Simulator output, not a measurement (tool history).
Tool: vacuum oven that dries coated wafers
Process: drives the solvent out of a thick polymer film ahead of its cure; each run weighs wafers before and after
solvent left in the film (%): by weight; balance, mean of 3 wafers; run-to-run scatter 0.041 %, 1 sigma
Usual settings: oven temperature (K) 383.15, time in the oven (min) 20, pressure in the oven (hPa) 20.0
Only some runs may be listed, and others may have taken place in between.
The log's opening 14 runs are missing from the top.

{"run": 15, "hour": 231.5, "oven temperature (K)": 383.15, "time in the oven (min)": 20, "pressure in the oven (hPa)": 70.1, "solvent left in the film (%)": 5.63}
{"run": 16, "hour": 253.7, "oven temperature (K)": 383.15, "time in the oven (min)": 20, "pressure in the oven (hPa)": 70.1, "solvent left in the film (%)": 5.66}
{"run": 17, "hour": 271.6, "oven temperature (K)": 383.15, "time in the oven (min)": 20, "pressure in the oven (hPa)": 28.6, "solvent left in the film (%)": 3.45}
{"run": 18, "hour": 286.5, "oven temperature (K)": 383.15, "time in the oven (min)": 20, "pressure in the oven (hPa)": 28.6, "solvent left in the film (%)": 3.47}
{"run": 19, "hour": 295.7, "oven temperature (K)": 376.15, "time in the oven (min)": 20, "pressure in the oven (hPa)": 20.0, "solvent left in the film (%)": 4.18}
{"run": 20, "hour": 309.9, "oven temperature (K)": 383.15, "time in the oven (min)": 13, "pressure in the oven (hPa)": 20.0, "solvent left in the film (%)": 4.47}
{"hour": 312.9, "done": "vacuum gauge cleaned of residue and calibrated"}
{"run": 21, "hour": 321.2, "oven temperature (K)": 392.15, "time in the oven (min)": 24, "pressure in the oven (hPa)": 46.4, "solvent left in the film (%)": 2.65}
{"run": 22, "hour": 335.8, "oven temperature (K)": 392.15, "time in the oven (min)": 24, "pressure in the oven (hPa)": 46.4, "solvent left in the film (%)": 2.67}
{"run": 23, "hour": 346.3, "oven temperature (K)": 392.15, "time in the oven (min)": 24, "pressure in the oven (hPa)": 25.3, "solvent left in the film (%)": 1.74}
{"run": 24, "hour": 360.8, "oven temperature (K)": 392.15, "time in the oven (min)": 34, "pressure in the oven (hPa)": 57.1, "solvent left in the film (%)": 2.77}
{"hour": 366.3, "done": "vacuum gauge cleaned of residue and calibrated, once more"}
{"run": 25, "hour": 374.7, "oven temperature (K)": 393.15, "time in the oven (min)": 20, "pressure in the oven (hPa)": 51.6, "solvent left in the film (%)": 3.04}
{"run": 26, "hour": 397.1, "oven temperature (K)": 368.15, "time in the oven (min)": 13, "pressure in the oven (hPa)": 35.6, "solvent left in the film (%)": 8.2}
{"run": 27, "hour": 407.6, "oven temperature (K)": 397.15, "time in the oven (min)": 11, "pressure in the oven (hPa)": 40.1, "solvent left in the film (%)": 3.53}
{"run": 28, "hour": 421.4, "oven temperature (K)": 397.15, "time in the oven (min)": 11, "pressure in the oven (hPa)": 40.1, "solvent left in the film (%)": 3.55}
{"run": 29, "hour": 436.5, "oven temperature (K)": 385.15, "time in the oven (min)": 19, "pressure in the oven (hPa)": 31.7, "solvent left in the film (%)": 3.54}
{"run": 30, "hour": 459.4, "oven temperature (K)": 381.15, "time in the oven (min)": 21, "pressure in the oven (hPa)": 56.6, "solvent left in the film (%)": 5.23}
{"run": 31, "hour": 473.5, "oven temperature (K)": 395.15, "time in the oven (min)": 13, "pressure in the oven (hPa)": 19.8, "solvent left in the film (%)": 2.67}
{"run": 32, "hour": 495.3, "oven temperature (K)": 395.15, "time in the oven (min)": 13, "pressure in the oven (hPa)": 19.8, "solvent left in the film (%)": 2.6}
{"run": 33, "hour": 505.4, "oven temperature (K)": 393.15, "time in the oven (min)": 13, "pressure in the oven (hPa)": 44.4, "solvent left in the film (%)": 3.77}
{"run": 34, "hour": 515.4, "oven temperature (K)": 393.15, "time in the oven (min)": 13, "pressure in the oven (hPa)": 44.4, "solvent left in the film (%)": 3.82}
{"run": 35, "hour": 528.6, "oven temperature (K)": 386.15, "time in the oven (min)": 11, "pressure in the oven (hPa)": 38.2, "solvent left in the film (%)": 5.43}
{"run": 36, "hour": 546.3, "oven temperature (K)": 386.15, "time in the oven (min)": 11, "pressure in the oven (hPa)": 38.2, "solvent left in the film (%)": 5.34}
{"run": 37, "hour": 556.8, "oven temperature (K)": 380.15, "time in the oven (min)": 16, "pressure in the oven (hPa)": 35.6, "solvent left in the film (%)": 5.09}
{"run": 38, "hour": 574.2, "oven temperature (K)": 383.15, "time in the oven (min)": 17, "pressure in the oven (hPa)": 52.3, "solvent left in the film (%)": 5.2}
{"run": 39, "hour": 596.1, "oven temperature (K)": 387.15, "time in the oven (min)": 17, "pressure in the oven (hPa)": 14.6, "solvent left in the film (%)": 2.65}

Branching from run 39: 4 alternative next runs. What would each branch give?
{"run": "A", "hour": 611.4, "oven temperature (K)": 387.15, "time in the oven (min)": 20, "pressure in the oven (hPa)": 20.0, "solvent left in the film (%)": "?"}
{"run": "B", "hour": 611.4, "oven temperature (K)": 395.15, "time in the oven (min)": 16, "pressure in the oven (hPa)": 24.8, "solvent left in the film (%)": "?"}
{"run": "C", "hour": 611.4, "oven temperature (K)": 398.15, "time in the oven (min)": 20, "pressure in the oven (hPa)": 70.4, "solvent left in the film (%)": "?"}
{"run": "D", "hour": 611.4, "oven temperature (K)": 383.15, "time in the oven (min)": 17, "pressure in the oven (hPa)": 43.7, "solvent left in the film (%)": "?"}

run=A solvent_left_in_the_film_(%)=2.43
run=B solvent_left_in_the_film_(%)=2.23
run=C solvent_left_in_the_film_(%)=3.10
run=D solvent_left_in_the_film_(%)=4.79
With no hidden state in the tool, these same runs would have given:
run=A solvent_left_in_the_film_(%)=2.39
run=B solvent_left_in_the_film_(%)=2.20
run=C solvent_left_in_the_film_(%)=3.07
run=D solvent_left_in_the_film_(%)=4.74
